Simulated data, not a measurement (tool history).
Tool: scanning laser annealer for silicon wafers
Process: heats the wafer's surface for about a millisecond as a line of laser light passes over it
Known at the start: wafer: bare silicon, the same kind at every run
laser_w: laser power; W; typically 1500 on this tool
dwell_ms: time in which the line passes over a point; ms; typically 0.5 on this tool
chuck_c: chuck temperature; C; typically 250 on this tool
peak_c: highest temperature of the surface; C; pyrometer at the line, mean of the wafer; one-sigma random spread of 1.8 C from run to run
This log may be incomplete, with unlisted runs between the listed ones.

run   hour  laser_w  dwell_ms  chuck_c  peak_c
  1      0     1500       0.5      250     952
  2   40.6     1500     0.385      250     875
  3   91.2     1305       0.5      250     845
  4    125     1500     0.468      250     928
  5  165.9     1500     0.468      250     928
  6  212.3     1500     0.468      250     925
  7  257.5     1500     0.468      250     926
  8  282.4     1300       0.5      250     835
  9  327.9     1300       0.5      250     835
     333.5  -- laser's power meter calibrated
 10  362.9     1356       0.5      250     865
 11    391     1356       0.5      250     865
 12  428.3     1500       0.5      250     941
 13    464     1500       0.5      250     942
     493.6  -- laser's power meter calibrated, once more
 14  509.1     1321     0.571      250     870
 15  547.2     1277      0.42      256     775
 16  576.7     1290     0.379      279     785
 17  605.4     1500     0.367      223     819
 18  646.2     1578      0.58      280    1048
 19  694.4     1343     0.556      227     849
 20  731.4     1343     0.556      227     844
 21  765.4     1343     0.556      227     848
 22  789.4     1343     0.586      225     856
 23  842.6     1328     0.489      219     796
 24  892.9     1355     0.538      265     881
 25  926.7     1355     0.538      265     878
 26  974.4     1355     0.538      235     845

Consider 5 possible next runs. They are alternatives, not a sequence: every one starts from the tool as it was left by run 26. What does each give?
  A  1013.3     1355     0.373      281       ?
  B  1013.3     1503     0.478      262       ?
  C  1013.3     1500     0.571      269       ?
  D  1013.3     1500     0.428      288       ?
  E  1013.3     1487     0.426      250       ?

run  peak_c
  A     801
  B     917
  C     974
  D     913
  E     863
With no hidden state in the tool, these same runs would have given:
run  peak_c
  A     836
  B     961
  C    1020
  D     954
  E     903
